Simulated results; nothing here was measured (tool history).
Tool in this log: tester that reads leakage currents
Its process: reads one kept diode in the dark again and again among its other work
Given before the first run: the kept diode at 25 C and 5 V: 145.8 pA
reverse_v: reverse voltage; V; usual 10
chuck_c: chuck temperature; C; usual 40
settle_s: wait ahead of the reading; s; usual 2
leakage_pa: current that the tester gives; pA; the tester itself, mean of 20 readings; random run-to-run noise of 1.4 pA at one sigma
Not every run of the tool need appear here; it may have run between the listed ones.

| run | day | reverse_v | chuck_c | settle_s | leakage_pa |
|---|---|---|---|---|---|
| 1 | 0 | 10 | 40 | 2 | 612.42 |
| 2 | 0.729 | 10 | 40 | 2 | 611.38 |
| 3 | 2.175 | 10 | 55 | 2 | 1617.96 |
| 4 | 3.308 | 10 | 40 | 2 | 608.58 |
| 5 | 4.9 | 7.5 | 40 | 2 | 524.33 |
| 6 | 6.217 | 10 | 39 | 2 | 570.72 |
| 7 | 7.875 | 10 | 39 | 2 | 571.95 |
| 8 | 8.712 | 10 | 40 | 2 | 607.64 |
| 9 | 10.321 | 10 | 40 | 2 | 606.69 |
| 10 | 11.454 | 12.2 | 40 | 2 | 677.61 |
| 11 | 12.25 | 3.3 | 40 | 2 | 334.76 |
| 12 | 13.062 | 3.3 | 40 | 2 | 334.79 |
| 13 | 13.738 | 6.4 | 40 | 2 | 477.12 |
| 14 | 14.946 | 6.4 | 40 | 2 | 476.56 |
|  | 15.154 | chuck's temperature calibrated |
| 15 | 16.258 | 5.3 | 40 | 2 | 425.43 |
| 16 | 17.321 | 5.3 | 40 | 2 | 426.63 |
| 17 | 18.583 | 5.3 | 40 | 2 | 425.39 |
|  | 19.1 | chuck's temperature calibrated, once more |
| 18 | 19.675 | 5.3 | 40 | 6.33 | 452.01 |
| 19 | 21.275 | 5.3 | 40 | 6.33 | 451.88 |
| 20 | 22.004 | 10 | 49 | 2 | 1147.96 |
| 21 | 23.188 | 1.5 | 32 | 6.33 | 130.72 |
| 22 | 23.871 | 5.5 | 33 | 2 | 285.48 |
| 23 | 25.275 | 5.5 | 33 | 2 | 285.54 |
| 24 | 26.804 | 9.5 | 40 | 2 | 621.23 |
| 25 | 28.188 | 17.3 | 59 | 0.59 | 2868.2 |
| 26 | 28.996 | 16.5 | 50 | 2.28 | 1594.76 |
| 27 | 29.858 | 2.2 | 27 | 0.62 | 113.55 |
| 28 | 31.492 | 2.2 | 27 | 0.62 | 113.72 |
| 29 | 32.804 | 2.2 | 27 | 0.62 | 113.74 |
| 30 | 34.183 | 2.2 | 27 | 0.62 | 113.75 |
| 31 | 35.683 | 8.2 | 40 | 2 | 569.27 |
| 32 | 37.2 | 13.5 | 33 | 9.33 | 464.14 |
| 33 | 38.208 | 1 | 40 | 1.14 | 184.92 |
| 34 | 38.996 | 1 | 40 | 1.14 | 184.74 |
| 35 | 39.908 | 6.6 | 55 | 0.59 | 1336.85 |
| 36 | 41.342 | 6.6 | 55 | 2.87 | 1337.42 |
| 37 | 42.333 | 6.6 | 55 | 2.87 | 1331.86 |
|  | 43.112 | probe card cleaned and baked |
| 38 | 43.238 | 4.8 | 22 | 2.08 | 113.25 |
| 39 | 44.688 | 8.8 | 59 | 2 | 1961.94 |

Below are 4 alternative next runs, each starting from the tool's condition after run 39. Predict each:
| A | 45.95 | 5.1 | 40 | 2 | ? |
| B | 45.95 | 10 | 57 | 5.49 | ? |
| C | 45.95 | 10 | 39 | 7.13 | ? |
| D | 45.95 | 10 | 55 | 0.97 | ? |

| run | leakage_pa |
|---|---|
| A | 431.93 |
| B | 1865.65 |
| C | 575.01 |
| D | 1646.44 |
What these runs would have given with no unlogged condition in the tool:
| run | leakage_pa |
|---|---|
| A | 436.07 |
| B | 1882.75 |
| C | 580.43 |
| D | 1661.6 |
